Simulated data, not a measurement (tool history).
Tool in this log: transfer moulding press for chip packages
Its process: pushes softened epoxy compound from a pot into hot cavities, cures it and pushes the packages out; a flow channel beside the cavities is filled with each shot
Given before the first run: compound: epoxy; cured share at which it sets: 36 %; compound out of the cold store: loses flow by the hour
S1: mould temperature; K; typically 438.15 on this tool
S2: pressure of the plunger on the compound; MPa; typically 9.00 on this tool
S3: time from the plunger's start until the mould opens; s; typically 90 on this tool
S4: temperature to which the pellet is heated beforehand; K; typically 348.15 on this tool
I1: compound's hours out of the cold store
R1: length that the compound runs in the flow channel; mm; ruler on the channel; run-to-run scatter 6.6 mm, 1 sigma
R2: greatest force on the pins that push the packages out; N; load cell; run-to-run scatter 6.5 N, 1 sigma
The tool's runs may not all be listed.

run 1 hour=0.0 | S1=438.15 S2=9.00 S3=90 S4=348.15 | I1=24.9 | R1=655 R2=314
-- hour=11.1 cavities cleaned with cleaning compound and waxed
run 2 hour=22.7 | S1=438.15 S2=9.00 S3=90 S4=348.15 | I1=11.7 | R1=668 R2=288
run 3 hour=42.9 | S1=438.15 S2=9.00 S3=90 S4=348.15 | I1=16.1 | R1=659 R2=322
-- hour=50.7 plunger's sealing rings changed
-- hour=57.8 cavities cleaned with cleaning compound and waxed
run 4 hour=71.8 | S1=438.15 S2=9.00 S3=90 S4=348.15 | I1=35.0 | R1=693 R2=289
-- hour=99.7 cavities cleaned with cleaning compound and waxed
run 5 hour=102.3 | S1=438.15 S2=9.00 S3=90 S4=348.15 | I1=38.5 | R1=682 R2=270
run 6 hour=131.0 | S1=433.15 S2=9.00 S3=90 S4=348.15 | I1=30.3 | R1=712 R2=417
-- hour=141.8 cavities cleaned with cleaning compound and waxed
run 7 hour=160.4 | S1=438.15 S2=9.00 S3=90 S4=348.15 | I1=39.1 | R1=687 R2=299
-- hour=184.9 cavities cleaned with cleaning compound and waxed
run 8 hour=194.5 | S1=438.15 S2=9.00 S3=90 S4=348.15 | I1=23.1 | R1=681 R2=286
-- hour=226.8 cavities cleaned with cleaning compound and waxed
run 9 hour=226.8 | S1=438.15 S2=9.00 S3=90 S4=348.15 | I1=43.6 | R1=661 R2=265
run 10 hour=252.1 | S1=438.15 S2=9.00 S3=90 S4=348.15 | I1=23.5 | R1=684 R2=324
-- hour=270.6 cavities cleaned with cleaning compound and waxed
run 11 hour=270.9 | S1=445.15 S2=9.00 S3=90 S4=348.15 | I1=37.9 | R1=647 R2=225
run 12 hour=302.7 | S1=445.15 S2=9.00 S3=90 S4=348.15 | I1=40.7 | R1=648 R2=296
-- hour=314.9 cavities cleaned with cleaning compound and waxed
run 13 hour=336.7 | S1=445.15 S2=9.00 S3=90 S4=348.15 | I1=33.7 | R1=647 R2=277
-- hour=356.7 cavities cleaned with cleaning compound and waxed
run 14 hour=359.6 | S1=441.15 S2=9.00 S3=90 S4=357.15 | I1=43.9 | R1=634 R2=238
run 15 hour=379.1 | S1=441.15 S2=8.30 S3=91 S4=357.15 | I1=45.6 | R1=609 R2=280
-- hour=401.0 cavities cleaned with cleaning compound and waxed
run 16 hour=405.2 | S1=441.15 S2=8.72 S3=81 S4=348.15 | I1=9.7 | R1=675 R2=283
run 17 hour=428.8 | S1=440.15 S2=8.72 S3=125 S4=348.15 | I1=45.5 | R1=615 R2=286
-- hour=443.6 cavities cleaned with cleaning compound and waxed
-- hour=457.4 plunger's sealing rings changed
run 18 hour=459.7 | S1=439.15 S2=8.72 S3=125 S4=348.15 | I1=28.3 | R1=696 R2=256
run 19 hour=481.0 | S1=443.15 S2=9.02 S3=76 S4=347.15 | I1=38.7 | R1=670 R2=331

Run 20 is up next; what results do you expect?
-- hour=488.1 cavities cleaned with cleaning compound and waxed
run 20 hour=512.9 | S1=443.15 S2=9.02 S3=76 S4=347.15 | I1=46.3 | R1=? R2=?

{"run 20": {"R1": 657, "R2": 330}}
Minus the tool's unlogged condition, the same run would have read R1 665 mm, R2 258 N.

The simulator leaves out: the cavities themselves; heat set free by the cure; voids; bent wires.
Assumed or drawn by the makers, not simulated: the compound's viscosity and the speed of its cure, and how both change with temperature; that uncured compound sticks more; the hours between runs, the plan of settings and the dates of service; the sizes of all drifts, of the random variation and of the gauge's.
